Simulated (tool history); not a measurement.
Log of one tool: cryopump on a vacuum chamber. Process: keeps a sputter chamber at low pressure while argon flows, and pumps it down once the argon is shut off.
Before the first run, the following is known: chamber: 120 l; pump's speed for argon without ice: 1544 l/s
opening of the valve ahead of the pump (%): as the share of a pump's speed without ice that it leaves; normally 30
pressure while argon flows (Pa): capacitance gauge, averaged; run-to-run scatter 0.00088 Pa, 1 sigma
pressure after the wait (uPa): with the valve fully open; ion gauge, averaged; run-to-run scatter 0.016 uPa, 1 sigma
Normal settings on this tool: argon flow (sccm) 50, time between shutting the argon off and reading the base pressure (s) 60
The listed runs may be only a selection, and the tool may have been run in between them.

run   hour  argon flow (sccm)  time between shutting the argon off and reading the base pressure (s)  opening of the valve ahead of the pump (%)  pressure while argon flows (Pa)  pressure after the wait (uPa)
  1      0                 50                                                                     60                                          30                           0.1938                           1.67
  2   13.9                 50                                                                     60                                          30                           0.1928                           1.68
  3   36.2                 50                                                                     60                                          30                           0.1962                            1.7
  4   53.9                 50                                                                     60                                          30                           0.1936                            1.7
  5   73.5                 50                                                                     60                                          30                           0.1945                           1.72
  6   94.6                 50                                                                     60                                          30                           0.1968                            1.7
  7  108.2                 50                                                                     60                                          54                           0.1135                           1.71
  8  125.2                 50                                                                    120                                          30                           0.1963                           1.02
  9  142.2                 50                                                                     60                                          30                           0.1982                           1.69
     158.5  -- pump warmed up, emptied and cooled again
 10  165.2                 37                                                                     60                                          30                           0.1358                           1.68
 11  189.2                 64                                                                     60                                          30                            0.233                           1.66
 12  206.5                 64                                                                     60                                          30                           0.2354                           1.69
 13  221.8                 64                                                                     60                                          30                           0.2364                           1.65
 14  243.4                 64                                                                     60                                          30                           0.2347                           1.62
 15  264.6                 64                                                                     60                                          30                            0.236                           1.68
 16    277                 50                                                                     60                                          30                           0.1847                           1.66
 17  288.6                 50                                                                     24                                          30                           0.1864                           3.65
 18    299                 52                                                                     23                                          50                           0.1175                           3.83
 19  318.6                 52                                                                     23                                          50                           0.1163                           3.79
 20  341.4                 64                                                                    101                                          52                           0.1394                           1.11
 21  353.7                 25                                                                     60                                          30                           0.0921                           1.67
 22  378.4                 63                                                                    194                                          23                           0.3032                           0.75
 23  402.5                 23                                                                    232                                          25                           0.1027                           0.69
 24    416                 50                                                                    172                                          36                           0.1565                           0.82
 25  426.2                 50                                                                    100                                          26                           0.2163                           1.13
 26  437.1                 50                                                                    100                                          26                           0.2156                           1.13
 27  455.3                 50                                                                    100                                          26                           0.2179                           1.15
 28  480.2                 22                                                                    115                                          30                           0.0835                           1.06
 29  492.8                 61                                                                     26                                          21                           0.3262                           3.38
 30  515.7                 61                                                                     26                                          21                           0.3257                           3.44
 31  539.4                 34                                                                     90                                          17                           0.2238                           1.26
 32  561.7                 29                                                                     27                                          36                           0.0926                           3.34
 33  572.8                 86                                                                    245                                          30                           0.3265                           0.68

Some steps in pressure while argon flows (Pa) between neighbouring runs. How much of each would the tool show without its hidden state too (settings, what came in, random variation), and how much is left for the hidden state, with any gauge scatter that isn't in both results?
Unlogged tool condition in this case: pump's speed, % of a pump's without ice; cold plate's temperature, K; leak into the chamber, uPa l/s; drift of the gauge itself on working_pa, %; drift of the gauge itself on base_upa, %.
Run 9 -> 10: argon flow (sccm) 50 -> 37, pump warmed up, emptied and cooled again. pressure while argon flows (Pa) -0.0624: hidden state -0.014, all else -0.0484.
Run 21 -> 22: argon flow (sccm) 25 -> 63, time between shutting the argon off and reading the base pressure (s) 60 -> 194, opening of the valve ahead of the pump (%) 30 -> 23. pressure while argon flows (Pa) +0.2111: hidden state +0.0035, all else +0.2076.
Run 28 -> 29: argon flow (sccm) 22 -> 61, time between shutting the argon off and reading the base pressure (s) 115 -> 26, opening of the valve ahead of the pump (%) 30 -> 21. pressure while argon flows (Pa) +0.2427: hidden state +0.0051, all else +0.2376.
Run 32 -> 33: argon flow (sccm) 29 -> 86, time between shutting the argon off and reading the base pressure (s) 27 -> 245, opening of the valve ahead of the pump (%) 36 -> 30. pressure while argon flows (Pa) +0.2339: hidden state +0.0093, all else +0.2246.
